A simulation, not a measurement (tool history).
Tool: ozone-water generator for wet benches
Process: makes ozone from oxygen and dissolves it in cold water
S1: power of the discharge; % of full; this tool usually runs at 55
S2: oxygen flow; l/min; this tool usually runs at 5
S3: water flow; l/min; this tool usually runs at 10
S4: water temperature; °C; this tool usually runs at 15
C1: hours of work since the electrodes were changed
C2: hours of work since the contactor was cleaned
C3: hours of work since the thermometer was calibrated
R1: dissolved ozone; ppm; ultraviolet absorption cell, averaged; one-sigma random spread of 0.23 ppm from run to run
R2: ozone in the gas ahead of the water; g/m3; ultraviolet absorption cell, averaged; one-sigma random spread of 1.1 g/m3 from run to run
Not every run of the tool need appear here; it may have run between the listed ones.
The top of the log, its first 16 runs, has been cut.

run,hour,S1,S2,S3,S4,C1,C2,C3,R1,R2
17,1086.9,55,5,10,15,1523,4187,243,33,192.6
18,1141.5,100,5,13,14,1577,4241,297,43.3,297.6
19,1182.9,68,3.69,14,21,1618,4282,338,28.5,269.9
20,1223.2,68,3.69,14,10,1658,4322,378,33.1,269.7
21,1308.1,55,5,10,8,1742,4406,461,36.6,193.8
22,1360.9,55,5,10,8,1794,4458,514,36.9,192.1
23,1414.6,47,5.69,10,8,1847,4511,567,32,158.1
24,1476.1,97,5.69,7,8,1908,4572,627,65.8,270.3
25,1522.9,97,5.69,7,8,1954,4618,674,66.2,270.2
26,1565.4,97,5.69,7,22,1996,4660,716,48.4,269
27,1623.8,44,5,10,18,2054,4718,773,26.1,163.4
28,1664.4,55,5,15,15,2094,4758,814,24.7,192.4
29,1745.2,55,8.41,10,11,2174,4838,894,31.5,139.7
30,1822.6,55,6.52,10,15,2251,4914,970,30.3,162.9
31,1892.3,73,5,16,20,2319,4983,1039,26.5,234.7
32,1949,55,4.11,10,15,2375,5039,1095,33.4,215.8
33,2017.8,55,6.63,13,11,2443,5107,1163,28,161.8
34,2104.6,74,7.82,13,11,2529,5193,1249,33.9,180.7

3 options for the next run, each taken on its own from the tool as it stands now. Forecast them:
A,2194.5,55,5,12,15,2618,5282,1337,?,?
B,2194.5,84,5,10,15,2618,5282,1337,?,?
C,2194.5,48,4.74,13,11,2618,5282,1337,?,?

run,R1,R2
A,28.3,193.8
B,43.1,259.4
C,26,177.6
With the hidden condition removed and each run's random variation left untouched, the same runs would have given:
run,R1,R2
A,30.9,199.8
B,47.2,270.5
C,28.3,182.4
